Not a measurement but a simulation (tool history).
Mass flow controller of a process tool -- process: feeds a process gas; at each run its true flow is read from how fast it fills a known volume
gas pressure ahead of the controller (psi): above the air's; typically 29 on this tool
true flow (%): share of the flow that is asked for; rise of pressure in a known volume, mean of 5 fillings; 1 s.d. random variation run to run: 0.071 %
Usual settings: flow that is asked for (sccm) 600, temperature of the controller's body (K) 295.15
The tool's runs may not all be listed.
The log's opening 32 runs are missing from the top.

run    hour  flow that is asked for (sccm)  gas pressure ahead of the controller (psi)  temperature of the controller's body (K)  hours of work since the controller was set to zero  hours of work since the controller was changed  true flow (%)
 33  1846.6                            628                                        39.2                                    303.15                                                3954                                            3954         101.13
 34  1925.4                            308                                        25.4                                    303.15                                                4016                                            4016         102.01
 35  2008.9                            500                                        24.5                                    296.15                                                4081                                            4081         101.94
 36  2092.7                            600                                          29                                    297.15                                                4147                                            4147         101.73
 37  2161.1                            248                                        30.3                                    305.15                                                4200                                            4200         102.19
 38  2210.3                            248                                        30.3                                    305.15                                                4239                                            4239          102.2
 39  2278.3                            623                                        32.1                                    301.15                                                4292                                            4292         101.73
 40  2328.5                            623                                        32.1                                    301.15                                                4331                                            4331         101.67

Each row is a separate what-if for the run after 40, all from the same tool condition, not one after another. Results?
  A  2415.4                            121                                          29                                    295.15                                                4399                                            4399              ?
  B  2415.4                            700                                          29                                    295.15                                                4399                                            4399              ?
  C  2415.4                            129                                        25.2                                    304.15                                                4399                                            4399              ?

run  true flow (%)
  A         103.81
  B         101.84
  C         103.81
Had the tool no hidden state, the same runs would have come out as:
run  true flow (%)
  A          99.48
  B          99.87
  C          99.65
